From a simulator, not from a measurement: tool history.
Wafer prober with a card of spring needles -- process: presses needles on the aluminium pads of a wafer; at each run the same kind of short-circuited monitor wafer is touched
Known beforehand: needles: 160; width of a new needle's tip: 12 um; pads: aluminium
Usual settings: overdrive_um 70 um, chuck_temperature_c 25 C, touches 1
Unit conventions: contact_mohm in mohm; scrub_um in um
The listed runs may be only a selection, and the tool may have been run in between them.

run,hour,overdrive_um,chuck_temperature_c,touches,contact_mohm,scrub_um
1,0.0,70,25,1,218,18.52
# hour 13.4: tips cleaned on abrasive film
# hour 33.9: tips cleaned on abrasive film
# hour 53.5: tips cleaned on abrasive film
2,68.7,70,25,1,220,18.53
# hour 73.4: tips cleaned on abrasive film
# hour 95.4: tips cleaned on abrasive film
# hour 117.6: tips cleaned on abrasive film
3,125.6,70,25,2,222,18.59
# hour 139.4: tips cleaned on abrasive film
# hour 155.8: height of the first contact set anew
# hour 160.5: tips cleaned on abrasive film
# hour 182.7: tips cleaned on abrasive film
4,183.2,70,25,2,219,18.56
# hour 205.2: tips cleaned on abrasive film
# hour 227.3: tips cleaned on abrasive film
5,232.6,70,25,1,222,18.57
# hour 245.9: tips cleaned on abrasive film
# hour 267.2: tips cleaned on abrasive film
# hour 289.3: tips cleaned on abrasive film
6,306.3,70,25,1,218,18.57
# hour 311.0: tips cleaned on abrasive film
# hour 332.9: tips cleaned on abrasive film
# hour 353.5: tips cleaned on abrasive film
7,357.4,70,25,1,220,18.52
# hour 375.8: tips cleaned on abrasive film
# hour 398.7: tips cleaned on abrasive film
# hour 421.1: tips cleaned on abrasive film
8,433.3,70,25,1,220,18.55
# hour 441.0: tips cleaned on abrasive film
# hour 463.9: tips cleaned on abrasive film
9,475.2,57,25,1,229,15.20
# hour 484.4: tips cleaned on abrasive film
# hour 504.1: tips cleaned on abrasive film
# hour 526.0: tips cleaned on abrasive film
# hour 547.2: tips cleaned on abrasive film
10,547.2,57,25,1,226,15.20
# hour 565.5: tips cleaned on abrasive film
# hour 587.0: tips cleaned on abrasive film
# hour 609.1: tips cleaned on abrasive film
11,622.0,57,25,1,223,15.14
# hour 631.2: tips cleaned on abrasive film
# hour 640.7: height of the first contact set anew
# hour 649.9: tips cleaned on abrasive film
# hour 672.8: tips cleaned on abrasive film
# hour 694.2: tips cleaned on abrasive film
12,699.3,70,25,1,221,18.66
# hour 715.6: tips cleaned on abrasive film
# hour 737.1: tips cleaned on abrasive film
13,743.7,70,25,1,223,18.58
# hour 757.4: tips cleaned on abrasive film
# hour 777.3: tips cleaned on abrasive film
14,792.5,70,25,1,218,18.60
# hour 796.6: tips cleaned on abrasive film
# hour 818.2: tips cleaned on abrasive film
# hour 840.2: tips cleaned on abrasive film
15,847.7,70,25,2,219,18.52
# hour 858.8: tips cleaned on abrasive film
# hour 878.9: tips cleaned on abrasive film
# hour 900.8: tips cleaned on abrasive film
16,900.9,73,25,2,217,19.38
# hour 922.1: tips cleaned on abrasive film
# hour 945.0: tips cleaned on abrasive film
17,952.2,73,27,1,221,19.34
# hour 966.0: tips cleaned on abrasive film
# hour 988.3: tips cleaned on abrasive film
18,991.6,73,27,1,222,19.42
# hour 1008.6: tips cleaned on abrasive film
# hour 1031.1: tips cleaned on abrasive film
19,1041.0,70,99,1,238,18.59
# hour 1050.2: tips cleaned on abrasive film
# hour 1072.7: tips cleaned on abrasive film
# hour 1094.3: tips cleaned on abrasive film
20,1102.6,70,58,1,227,18.59
# hour 1116.4: tips cleaned on abrasive film
# hour 1124.5: height of the first contact set anew
# hour 1138.3: tips cleaned on abrasive film
# hour 1160.3: tips cleaned on abrasive film
21,1175.7,70,58,1,228,18.61
# hour 1180.4: tips cleaned on abrasive film
# hour 1202.7: tips cleaned on abrasive film
22,1212.4,68,120,1,244,18.05
# hour 1221.6: tips cleaned on abrasive film
# hour 1243.8: tips cleaned on abrasive film
23,1261.9,82,46,3,220,21.87
# hour 1266.3: tips cleaned on abrasive film
# hour 1287.8: tips cleaned on abrasive film
# hour 1308.5: tips cleaned on abrasive film
24,1318.8,82,46,3,222,21.82
# hour 1331.3: tips cleaned on abrasive film
# hour 1353.1: tips cleaned on abrasive film
# hour 1373.8: tips cleaned on abrasive film
# hour 1396.6: tips cleaned on abrasive film
25,1397.9,61,81,2,239,16.14
# hour 1417.8: tips cleaned on abrasive film
# hour 1439.6: tips cleaned on abrasive film
# hour 1462.5: tips cleaned on abrasive film
26,1468.6,61,81,2,237,16.07
# hour 1482.4: tips cleaned on abrasive film
# hour 1501.6: tips cleaned on abrasive film
27,1519.4,61,78,2,234,16.22

Consider 4 possible next runs. They are alternatives, not a sequence: every one starts from the tool as it was left by run 27. What does each give?
# hour 1524.3: tips cleaned on abrasive film
# hour 1546.1: tips cleaned on abrasive film
A,1564.3,55,37,2,?,?
# hour 1524.3: tips cleaned on abrasive film
# hour 1546.1: tips cleaned on abrasive film
B,1564.3,61,77,2,?,?
# hour 1524.3: tips cleaned on abrasive film
# hour 1546.1: tips cleaned on abrasive film
C,1564.3,62,43,2,?,?
# hour 1524.3: tips cleaned on abrasive film
# hour 1546.1: tips cleaned on abrasive film
D,1564.3,70,42,2,?,?

run,contact_mohm,scrub_um
A,229,14.58
B,235,16.17
C,227,16.47
D,229,18.65
With the hidden condition removed and each run's random variation left untouched, the same runs would have given:
run,contact_mohm,scrub_um
A,228,14.58
B,235,16.17
C,227,16.47
D,229,18.65

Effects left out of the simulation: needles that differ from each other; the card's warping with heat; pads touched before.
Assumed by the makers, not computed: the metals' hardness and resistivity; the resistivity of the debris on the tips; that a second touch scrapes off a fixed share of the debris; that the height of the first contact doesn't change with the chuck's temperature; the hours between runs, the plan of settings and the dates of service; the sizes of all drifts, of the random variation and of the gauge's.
